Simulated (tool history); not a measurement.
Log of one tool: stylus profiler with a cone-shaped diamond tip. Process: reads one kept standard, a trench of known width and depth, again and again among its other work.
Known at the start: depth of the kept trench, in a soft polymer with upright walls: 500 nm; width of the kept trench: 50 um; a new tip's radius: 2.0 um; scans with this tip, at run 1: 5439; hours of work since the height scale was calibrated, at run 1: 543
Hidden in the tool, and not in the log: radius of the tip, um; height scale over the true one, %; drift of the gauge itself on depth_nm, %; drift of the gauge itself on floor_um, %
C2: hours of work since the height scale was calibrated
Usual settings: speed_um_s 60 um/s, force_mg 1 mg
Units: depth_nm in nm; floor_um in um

run 1 hour=0 | speed_um_s=60 force_mg=1 | scans_with_this_tip=5439 C2=543 | depth_nm=503.71 floor_um=46.18
run 2 hour=23 | speed_um_s=60 force_mg=1 | scans_with_this_tip=5545 C2=554 | depth_nm=503.4 floor_um=46.13
run 3 hour=47.7 | speed_um_s=60 force_mg=1 | scans_with_this_tip=5658 C2=565 | depth_nm=503.26 floor_um=46.06
run 4 hour=68.9 | speed_um_s=60 force_mg=0.56 | scans_with_this_tip=5756 C2=575 | depth_nm=502.11 floor_um=45.98
run 5 hour=116.5 | speed_um_s=60 force_mg=0.56 | scans_with_this_tip=5975 C2=597 | depth_nm=501.93 floor_um=45.92
run 6 hour=144.6 | speed_um_s=60 force_mg=0.38 | scans_with_this_tip=6104 C2=610 | depth_nm=501.22 floor_um=45.78
run 7 hour=165.6 | speed_um_s=60 force_mg=0.38 | scans_with_this_tip=6201 C2=620 | depth_nm=500.87 floor_um=45.78
run 8 hour=209.2 | speed_um_s=60 force_mg=0.35 | scans_with_this_tip=6402 C2=640 | depth_nm=500.94 floor_um=45.69
run 9 hour=254.7 | speed_um_s=95 force_mg=1 | scans_with_this_tip=6612 C2=661 | depth_nm=503.03 floor_um=45.8
run 10 hour=293.7 | speed_um_s=95 force_mg=1 | scans_with_this_tip=6791 C2=679 | depth_nm=503.47 floor_um=45.73
run 11 hour=319.7 | speed_um_s=95 force_mg=1 | scans_with_this_tip=6911 C2=691 | depth_nm=503.31 floor_um=45.67
run 12 hour=342 | speed_um_s=95 force_mg=1 | scans_with_this_tip=7014 C2=701 | depth_nm=503.05 floor_um=45.72
-- hour=345.5 height scale calibrated on a step standard
run 13 hour=368 | speed_um_s=95 force_mg=1 | scans_with_this_tip=7131 C2=10 | depth_nm=502.38 floor_um=45.68
run 14 hour=406.7 | speed_um_s=212 force_mg=0.57 | scans_with_this_tip=7310 C2=28 | depth_nm=500.79 floor_um=44.39
run 15 hour=429.1 | speed_um_s=51 force_mg=0.57 | scans_with_this_tip=7412 C2=38 | depth_nm=500.9 floor_um=45.86
run 16 hour=480.1 | speed_um_s=51 force_mg=0.57 | scans_with_this_tip=7648 C2=62 | depth_nm=501.05 floor_um=45.78
-- hour=484.1 height scale calibrated on a step standard, once more
run 17 hour=510.1 | speed_um_s=175 force_mg=0.91 | scans_with_this_tip=7783 C2=12 | depth_nm=504.13 floor_um=44.97
run 18 hour=545.8 | speed_um_s=175 force_mg=0.91 | scans_with_this_tip=7948 C2=28 | depth_nm=504.14 floor_um=44.94
run 19 hour=596.3 | speed_um_s=175 force_mg=0.91 | scans_with_this_tip=8180 C2=52 | depth_nm=504.03 floor_um=44.9

Forecast each of these 3 alternatives for the next run:
run A hour=618.9 | speed_um_s=223 force_mg=1.26 | scans_with_this_tip=8285 C2=62 | depth_nm=? floor_um=?
run B hour=618.9 | speed_um_s=211 force_mg=2.2 | scans_with_this_tip=8285 C2=62 | depth_nm=? floor_um=?
run C hour=618.9 | speed_um_s=48 force_mg=0.91 | scans_with_this_tip=8285 C2=62 | depth_nm=? floor_um=?

run=A depth_nm=505.02 floor_um=44.77
run=B depth_nm=507.56 floor_um=45.17
run=C depth_nm=504.16 floor_um=45.79
Without the tool's hidden state the same runs would have given:
run=A depth_nm=505.36 floor_um=45.95
run=B depth_nm=507.91 floor_um=46.35
run=C depth_nm=504.51 floor_um=46.97
